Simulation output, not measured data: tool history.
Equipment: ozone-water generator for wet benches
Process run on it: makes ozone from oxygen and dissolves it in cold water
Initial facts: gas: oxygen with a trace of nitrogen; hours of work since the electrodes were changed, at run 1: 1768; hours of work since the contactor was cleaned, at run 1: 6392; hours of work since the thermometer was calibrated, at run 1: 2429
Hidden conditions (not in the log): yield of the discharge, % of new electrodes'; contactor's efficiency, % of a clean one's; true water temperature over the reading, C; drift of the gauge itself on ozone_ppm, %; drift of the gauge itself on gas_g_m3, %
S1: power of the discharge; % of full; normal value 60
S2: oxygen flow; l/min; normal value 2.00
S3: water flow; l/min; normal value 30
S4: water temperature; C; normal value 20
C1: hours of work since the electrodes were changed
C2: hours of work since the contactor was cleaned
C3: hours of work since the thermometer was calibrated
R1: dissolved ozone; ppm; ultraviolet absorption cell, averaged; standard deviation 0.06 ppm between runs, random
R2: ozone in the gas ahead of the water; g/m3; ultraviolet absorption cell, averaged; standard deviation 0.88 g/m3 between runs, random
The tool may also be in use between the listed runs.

{"run": 1, "hour": 0.0, "S1": 60, "S2": 2.0, "S3": 30, "S4": 20, "C1": 1768, "C2": 6392, "C3": 2429, "R1": 3.89, "R2": 140.6}
{"run": 2, "hour": 70.1, "S1": 60, "S2": 2.0, "S3": 30, "S4": 20, "C1": 1838, "C2": 6462, "C3": 2499, "R1": 3.99, "R2": 141.5}
{"hour": 90.3, "done": "water thermometer calibrated"}
{"run": 3, "hour": 110.9, "S1": 60, "S2": 2.0, "S3": 30, "S4": 20, "C1": 1878, "C2": 6502, "C3": 21, "R1": 3.97, "R2": 141.2}
{"run": 4, "hour": 159.2, "S1": 60, "S2": 1.08, "S3": 30, "S4": 20, "C1": 1926, "C2": 6550, "C3": 69, "R1": 2.96, "R2": 182.1}
{"run": 5, "hour": 203.8, "S1": 44, "S2": 2.0, "S3": 30, "S4": 20, "C1": 1970, "C2": 6595, "C3": 113, "R1": 2.91, "R2": 108.3}
{"run": 6, "hour": 270.0, "S1": 44, "S2": 2.0, "S3": 30, "S4": 20, "C1": 2037, "C2": 6661, "C3": 179, "R1": 2.94, "R2": 108.3}
{"run": 7, "hour": 324.0, "S1": 60, "S2": 2.0, "S3": 30, "S4": 14, "C1": 2090, "C2": 6715, "C3": 233, "R1": 4.11, "R2": 142.0}
{"run": 8, "hour": 353.7, "S1": 60, "S2": 2.0, "S3": 30, "S4": 20, "C1": 2120, "C2": 6744, "C3": 263, "R1": 3.95, "R2": 139.7}
{"run": 9, "hour": 398.4, "S1": 60, "S2": 1.78, "S3": 30, "S4": 20, "C1": 2165, "C2": 6789, "C3": 307, "R1": 3.68, "R2": 148.2}
{"run": 10, "hour": 457.1, "S1": 65, "S2": 1.78, "S3": 19, "S4": 20, "C1": 2223, "C2": 6847, "C3": 366, "R1": 7.22, "R2": 157.2}
{"run": 11, "hour": 497.9, "S1": 57, "S2": 2.0, "S3": 40, "S4": 20, "C1": 2264, "C2": 6888, "C3": 406, "R1": 2.53, "R2": 133.6}
{"run": 12, "hour": 550.5, "S1": 60, "S2": 1.25, "S3": 38, "S4": 14, "C1": 2316, "C2": 6941, "C3": 459, "R1": 2.31, "R2": 169.6}
{"run": 13, "hour": 590.9, "S1": 60, "S2": 1.25, "S3": 26, "S4": 17, "C1": 2356, "C2": 6981, "C3": 499, "R1": 3.76, "R2": 169.8}
{"run": 14, "hour": 642.6, "S1": 95, "S2": 1.63, "S3": 30, "S4": 20, "C1": 2408, "C2": 7032, "C3": 551, "R1": 5.27, "R2": 224.8}
{"run": 15, "hour": 677.3, "S1": 46, "S2": 2.11, "S3": 23, "S4": 20, "C1": 2442, "C2": 7067, "C3": 585, "R1": 4.45, "R2": 109.6}
{"run": 16, "hour": 712.0, "S1": 73, "S2": 1.92, "S3": 25, "S4": 24, "C1": 2477, "C2": 7102, "C3": 620, "R1": 5.52, "R2": 168.7}
{"run": 17, "hour": 756.9, "S1": 72, "S2": 2.0, "S3": 46, "S4": 27, "C1": 2522, "C2": 7146, "C3": 665, "R1": 2.35, "R2": 163.8}
{"run": 18, "hour": 799.2, "S1": 72, "S2": 2.0, "S3": 46, "S4": 27, "C1": 2564, "C2": 7188, "C3": 707, "R1": 2.39, "R2": 164.2}

Forecast each of these 5 alternatives for the next run:
{"run": "A", "hour": 859.7, "S1": 72, "S2": 2.0, "S3": 30, "S4": 20, "C1": 2624, "C2": 7249, "C3": 767, "R1": "?", "R2": "?"}
{"run": "B", "hour": 859.7, "S1": 60, "S2": 1.47, "S3": 24, "S4": 27, "C1": 2624, "C2": 7249, "C3": 767, "R1": "?", "R2": "?"}
{"run": "C", "hour": 859.7, "S1": 85, "S2": 2.0, "S3": 19, "S4": 27, "C1": 2624, "C2": 7249, "C3": 767, "R1": "?", "R2": "?"}
{"run": "D", "hour": 859.7, "S1": 60, "S2": 2.79, "S3": 30, "S4": 20, "C1": 2624, "C2": 7249, "C3": 767, "R1": "?", "R2": "?"}
{"run": "E", "hour": 859.7, "S1": 57, "S2": 2.84, "S3": 46, "S4": 27, "C1": 2624, "C2": 7249, "C3": 767, "R1": "?", "R2": "?"}

run=A R1=4.39 R2=164.9
run=B R1=4.36 R2=157.9
run=C R1=8.77 R2=186.6
run=D R1=4.45 R2=122.7
run=E R1=2.33 R2=116.4
Had the tool no hidden state, the same runs would have come out as:
run=A R1=5.15 R2=173.5
run=B R1=5.02 R2=164.8
run=C R1=10.14 R2=197.6
run=D R1=5.15 R2=128.1
run=E R1=2.72 R2=121.1
